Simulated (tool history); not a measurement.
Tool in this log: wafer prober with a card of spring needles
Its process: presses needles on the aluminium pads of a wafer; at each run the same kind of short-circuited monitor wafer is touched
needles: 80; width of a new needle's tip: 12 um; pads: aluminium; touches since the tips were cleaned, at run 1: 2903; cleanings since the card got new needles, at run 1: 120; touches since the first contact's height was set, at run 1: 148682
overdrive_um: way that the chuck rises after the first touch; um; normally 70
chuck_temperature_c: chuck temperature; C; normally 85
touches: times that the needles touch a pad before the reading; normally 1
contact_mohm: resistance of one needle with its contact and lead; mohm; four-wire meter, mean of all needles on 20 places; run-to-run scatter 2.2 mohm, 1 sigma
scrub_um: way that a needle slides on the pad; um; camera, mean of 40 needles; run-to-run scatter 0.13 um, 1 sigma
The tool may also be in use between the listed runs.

run	hour	overdrive_um	chuck_temperature_c	touches	touches since the tips were cleaned	cleanings since the card got new needles	touches since the first contact's height was set	contact_mohm	scrub_um
1	0.0	70	85	1	2903	120	148682	255	17.53
# hour 1.7: tips cleaned on abrasive film
# hour 8.2: tips cleaned on abrasive film
# hour 16.4: tips cleaned on abrasive film
# hour 24.5: tips cleaned on abrasive film
# hour 32.7: tips cleaned on abrasive film
# hour 40.8: tips cleaned on abrasive film
2	42.2	70	85	1	798	126	172256	251	17.35
# hour 48.8: tips cleaned on abrasive film
# hour 56.9: tips cleaned on abrasive film
# hour 57.2: height of the first contact set anew
# hour 65.4: tips cleaned on abrasive film
# hour 71.9: tips cleaned on abrasive film
# hour 78.4: tips cleaned on abrasive film
3	83.5	70	85	1	2836	131	14681	257	18.30
# hour 85.2: tips cleaned on abrasive film
# hour 93.3: tips cleaned on abrasive film
# hour 99.9: tips cleaned on abrasive film
# hour 106.4: tips cleaned on abrasive film
# hour 114.5: tips cleaned on abrasive film
# hour 121.1: tips cleaned on abrasive film
4	123.2	70	85	1	1223	137	36865	253	18.31
# hour 128.2: tips cleaned on abrasive film
# hour 134.7: tips cleaned on abrasive film
# hour 142.9: tips cleaned on abrasive film
# hour 151.0: tips cleaned on abrasive film
5	155.8	70	85	1	2734	141	55087	259	18.10
# hour 158.7: tips cleaned on abrasive film
# hour 165.3: tips cleaned on abrasive film
# hour 173.4: tips cleaned on abrasive film
# hour 180.0: tips cleaned on abrasive film
# hour 188.1: tips cleaned on abrasive film
# hour 196.3: tips cleaned on abrasive film
6	201.9	70	85	1	3190	147	80820	258	18.08
# hour 203.6: tips cleaned on abrasive film
# hour 211.7: tips cleaned on abrasive film
# hour 218.3: tips cleaned on abrasive film
# hour 226.4: tips cleaned on abrasive film
# hour 234.6: tips cleaned on abrasive film
# hour 241.1: tips cleaned on abrasive film
# hour 249.3: tips cleaned on abrasive film
7	252.5	70	85	1	1848	154	109090	247	17.90
# hour 255.9: tips cleaned on abrasive film
# hour 262.4: tips cleaned on abrasive film
# hour 270.5: tips cleaned on abrasive film
# hour 278.7: tips cleaned on abrasive film
# hour 286.8: tips cleaned on abrasive film
# hour 293.4: tips cleaned on abrasive film
# hour 301.5: tips cleaned on abrasive film
8	304.4	70	85	1	1630	161	138064	254	17.75
# hour 309.3: tips cleaned on abrasive film
# hour 317.5: tips cleaned on abrasive film
# hour 325.6: tips cleaned on abrasive film
# hour 332.2: tips cleaned on abrasive film
# hour 340.3: tips cleaned on abrasive film
# hour 346.9: tips cleaned on abrasive film
9	349.9	70	85	1	1702	167	163455	254	17.41
# hour 354.8: tips cleaned on abrasive film
# hour 361.3: tips cleaned on abrasive film
# hour 369.5: tips cleaned on abrasive film
# hour 377.6: tips cleaned on abrasive film
# hour 380.4: height of the first contact set anew
10	380.4	70	85	1	1429	171	0	253	18.50
# hour 385.4: tips cleaned on abrasive film
# hour 393.5: tips cleaned on abrasive film
# hour 401.7: tips cleaned on abrasive film
11	405.8	70	85	1	2327	174	14171	260	18.38
# hour 409.1: tips cleaned on abrasive film
# hour 417.2: tips cleaned on abrasive film
# hour 425.4: tips cleaned on abrasive film
# hour 437.4: card fitted with new needles
# hour 443.9: tips cleaned on abrasive film
# hour 451.8: tips cleaned on abrasive film
12	451.8	66	85	1	0	2	8052	250	17.32
# hour 460.0: tips cleaned on abrasive film
# hour 466.5: tips cleaned on abrasive film
# hour 474.6: tips cleaned on abrasive film
# hour 481.2: tips cleaned on abrasive film
# hour 489.3: tips cleaned on abrasive film
# hour 497.5: tips cleaned on abrasive film
# hour 504.0: tips cleaned on abrasive film
13	505.7	66	85	1	931	9	38139	248	16.98
# hour 510.6: tips cleaned on abrasive film
# hour 518.7: tips cleaned on abrasive film
# hour 526.9: tips cleaned on abrasive film
# hour 535.0: tips cleaned on abrasive film
# hour 543.2: tips cleaned on abrasive film
14	545.1	66	85	1	1113	14	60194	253	17.02
# hour 550.0: tips cleaned on abrasive film
# hour 558.2: tips cleaned on abrasive film
# hour 564.7: tips cleaned on abrasive film
# hour 571.3: tips cleaned on abrasive film
# hour 579.4: tips cleaned on abrasive film
# hour 586.0: tips cleaned on abrasive film
# hour 594.1: tips cleaned on abrasive film
15	597.5	73	74	1	1931	21	89457	248	18.58
# hour 600.8: tips cleaned on abrasive film
# hour 609.0: tips cleaned on abrasive film
# hour 617.1: tips cleaned on abrasive film
# hour 625.3: tips cleaned on abrasive film
# hour 633.4: tips cleaned on abrasive film
16	639.8	67	85	2	3636	26	113137	249	16.91
# hour 641.5: tips cleaned on abrasive film
# hour 648.1: tips cleaned on abrasive film
# hour 654.6: tips cleaned on abrasive film
# hour 662.8: tips cleaned on abrasive film
# hour 669.3: tips cleaned on abrasive film
# hour 677.5: tips cleaned on abrasive film
17	679.5	67	85	2	1173	32	135265	249	16.63
# hour 684.4: tips cleaned on abrasive film
# hour 691.0: tips cleaned on abrasive film
# hour 697.5: tips cleaned on abrasive film
# hour 705.7: tips cleaned on abrasive film
# hour 712.2: tips cleaned on abrasive film
18	716.9	63	104	1	2654	37	156140	263	15.53
# hour 720.2: tips cleaned on abrasive film
# hour 728.4: tips cleaned on abrasive film
# hour 736.5: tips cleaned on abrasive film
# hour 743.1: tips cleaned on abrasive film
19	743.8	63	104	1	425	41	171144	253	15.52
# hour 750.3: tips cleaned on abrasive film
# hour 758.5: tips cleaned on abrasive film
# hour 760.4: height of the first contact set anew
# hour 766.9: tips cleaned on abrasive film
# hour 773.5: tips cleaned on abrasive film
# hour 781.6: tips cleaned on abrasive film
20	786.5	63	104	1	2752	46	14596	263	16.42
# hour 789.8: tips cleaned on abrasive film
# hour 796.3: tips cleaned on abrasive film
# hour 804.4: tips cleaned on abrasive film
# hour 812.6: tips cleaned on abrasive film
21	815.4	70	85	2	1599	50	30751	245	18.18
# hour 820.3: tips cleaned on abrasive film
# hour 828.5: tips cleaned on abrasive film
# hour 835.0: tips cleaned on abrasive film
# hour 841.6: tips cleaned on abrasive film
# hour 849.7: tips cleaned on abrasive film
# hour 857.9: tips cleaned on abrasive film
# hour 864.4: tips cleaned on abrasive film
22	868.0	65	47	1	2014	57	60098	246	16.70
# hour 871.3: tips cleaned on abrasive film
# hour 877.8: tips cleaned on abrasive film
# hour 886.0: tips cleaned on abrasive film
# hour 892.5: tips cleaned on abrasive film
# hour 899.0: tips cleaned on abrasive film
# hour 907.2: tips cleaned on abrasive film
# hour 915.3: tips cleaned on abrasive film
# hour 921.9: tips cleaned on abrasive film
23	926.0	70	61	3	2312	65	92477	245	17.93
# hour 929.3: tips cleaned on abrasive film
# hour 935.8: tips cleaned on abrasive film
# hour 944.0: tips cleaned on abrasive film
# hour 950.5: tips cleaned on abrasive film
# hour 958.4: tips cleaned on abrasive film
24	958.4	70	63	2	0	70	110572	242	17.70

3 ways to go on from here, each from the tool as it stands after run 24. What would each give?
# hour 965.0: tips cleaned on abrasive film
# hour 973.1: tips cleaned on abrasive film
# hour 979.6: tips cleaned on abrasive film
# hour 987.8: tips cleaned on abrasive film
# hour 995.9: tips cleaned on abrasive film
# hour 1002.9: tips cleaned on abrasive film
A	1002.9	70	89	1	0	76	135402	?	?
# hour 965.0: tips cleaned on abrasive film
# hour 973.1: tips cleaned on abrasive film
# hour 979.6: tips cleaned on abrasive film
# hour 987.8: tips cleaned on abrasive film
# hour 995.9: tips cleaned on abrasive film
# hour 1002.9: tips cleaned on abrasive film
B	1002.9	51	115	1	0	76	135402	?	?
# hour 965.0: tips cleaned on abrasive film
# hour 973.1: tips cleaned on abrasive film
# hour 979.6: tips cleaned on abrasive film
# hour 987.8: tips cleaned on abrasive film
# hour 995.9: tips cleaned on abrasive film
# hour 1002.9: tips cleaned on abrasive film
C	1002.9	70	119	2	0	76	135402	?	?

run	contact_mohm	scrub_um
A	251	17.71
B	257	12.68
C	252	17.56
With no hidden state in the tool, these same runs would have given:
run	contact_mohm	scrub_um
A	250	18.58
B	255	13.55
C	251	18.43
